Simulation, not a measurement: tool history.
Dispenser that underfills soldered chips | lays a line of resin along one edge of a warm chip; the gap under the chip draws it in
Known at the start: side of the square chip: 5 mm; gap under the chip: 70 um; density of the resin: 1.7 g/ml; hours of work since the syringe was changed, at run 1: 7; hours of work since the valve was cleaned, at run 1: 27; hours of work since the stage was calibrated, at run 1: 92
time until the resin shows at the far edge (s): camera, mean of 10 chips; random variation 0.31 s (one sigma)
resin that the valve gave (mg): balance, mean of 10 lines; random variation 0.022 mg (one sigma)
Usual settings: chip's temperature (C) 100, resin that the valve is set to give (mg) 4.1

run	hour	chip's temperature (C)	resin that the valve is set to give (mg)	hours of work since the syringe was changed	hours of work since the valve was cleaned	hours of work since the stage was calibrated	time until the resin shows at the far edge (s)	resin that the valve gave (mg)
1	0	100	4.1	7	27	92	12.5	4.01
# hour 3.7: new syringe of resin
2	9.7	100	4.1	4	34	99	10.2	4.02
3	15.2	100	4.1	8	38	103	13.6	3.99
# hour 17.7: new syringe of resin
4	24.1	100	4.1	5	44	110	10.9	3.95
# hour 31.5: new syringe of resin
5	31.7	100	4.1	0	49	115	7.2	3.96
6	38.6	89	4.1	5	55	120	18.3	3.96
7	44.7	86	4.1	10	59	124	29.5	3.96
# hour 45.4: new syringe of resin
8	50.6	86	4.1	4	63	129	19.3	3.93
9	58.4	100	4.1	10	69	134	15.3	3.88
# hour 59.3: new syringe of resin
10	63.9	97	3.52	3	73	138	10.7	3.32
11	68.7	108	3.52	7	76	142	9.2	3.38
# hour 73.2: new syringe of resin
12	78.2	108	3.52	4	83	148	7.8	3.31
13	84.7	112	3.93	8	88	153	7.8	3.69
# hour 87.2: new syringe of resin
14	94.2	112	3.93	5	94	160	6.4	3.68
# hour 97.3: dispensing valve cleaned and set on the balance
15	100.3	112	3.93	9	2	164	7.9	3.9
# hour 102.2: new syringe of resin
16	109.4	89	5.12	5	9	170	18	5.12
# hour 115.9: new syringe of resin
17	116.8	89	5.12	1	14	175	12.7	5.08

3 ways to go on from here, each from the tool as it stands after run 17. What would each give?
A	122	86	3.71	4	18	179	?	?
B	122	104	4.21	4	18	179	?	?
C	122	100	3.68	4	18	179	?	?

run	time until the resin shows at the far edge (s)	resin that the valve gave (mg)
A	20.6	3.69
B	8.9	4.18
C	10.9	3.66
Without the tool's hidden state the same runs would have given:
run	time until the resin shows at the far edge (s)	resin that the valve gave (mg)
A	14.4	3.72
B	6.4	4.21
C	7.7	3.69
